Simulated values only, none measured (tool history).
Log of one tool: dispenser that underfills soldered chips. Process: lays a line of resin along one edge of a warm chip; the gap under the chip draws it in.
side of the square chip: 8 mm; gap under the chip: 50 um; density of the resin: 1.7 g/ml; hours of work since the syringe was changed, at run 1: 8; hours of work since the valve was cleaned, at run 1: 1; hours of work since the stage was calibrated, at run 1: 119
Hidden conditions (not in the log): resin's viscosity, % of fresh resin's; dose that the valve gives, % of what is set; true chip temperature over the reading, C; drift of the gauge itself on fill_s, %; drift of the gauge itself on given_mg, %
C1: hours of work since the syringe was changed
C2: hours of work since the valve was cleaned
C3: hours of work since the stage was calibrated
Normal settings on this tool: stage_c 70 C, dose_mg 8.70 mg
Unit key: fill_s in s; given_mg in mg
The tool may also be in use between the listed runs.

Run 1, hour 0.0: usual settings; C1 8; C2 1; C3 119. Result: fill_s 33.5 s, given_mg 8.70 mg.
At hour 1.5: new syringe of resin.
Run 2, hour 4.1: usual settings; C1 2; C2 4; C3 122. Result: fill_s 25.7 s, given_mg 8.67 mg.
Run 3, hour 9.4: usual settings but dose_mg 8.00 mg; C1 5; C2 8; C3 125. Result: fill_s 30.6 s, given_mg 7.94 mg.
At hour 14.2: new syringe of resin.
Run 4, hour 14.9: usual settings but dose_mg 8.00 mg; C1 1; C2 11; C3 129. Result: fill_s 24.9 s, given_mg 7.91 mg.
Run 5, hour 18.7: usual settings but dose_mg 8.00 mg; C1 3; C2 14; C3 132. Result: fill_s 28.0 s, given_mg 7.89 mg.
Run 6, hour 21.5: usual settings but stage_c 63 C, dose_mg 8.00 mg; C1 5; C2 16; C3 134. Result: fill_s 39.8 s, given_mg 7.92 mg.
Run 7, hour 25.6: usual settings but stage_c 78 C; C1 8; C2 19; C3 136. Result: fill_s 24.1 s, given_mg 8.57 mg.
At hour 26.9: new syringe of resin.
Run 8, hour 29.1: usual settings but dose_mg 10.96 mg; C1 2; C2 21; C3 139. Result: fill_s 25.3 s, given_mg 10.75 mg.
Run 9, hour 34.4: usual settings but dose_mg 10.47 mg; C1 5; C2 25; C3 142. Result: fill_s 29.2 s, given_mg 10.28 mg.
Run 10, hour 38.0: usual settings but dose_mg 8.07 mg; C1 8; C2 27; C3 145. Result: fill_s 32.8 s, given_mg 7.94 mg.

Expected results for the next run?
At hour 39.8: new syringe of resin.
Run 11, hour 40.9: usual settings but stage_c 74 C, dose_mg 10.83 mg; C1 1; C2 29; C3 147. Result: fill_s ?, given_mg ?.

For run 11 the tool returned fill_s 20.7 s, given_mg 10.61 mg.
Take away the tool's hidden state, keep the run-to-run variation as it was, and the same run would have given fill_s 20.4 s, given_mg 10.85 mg.
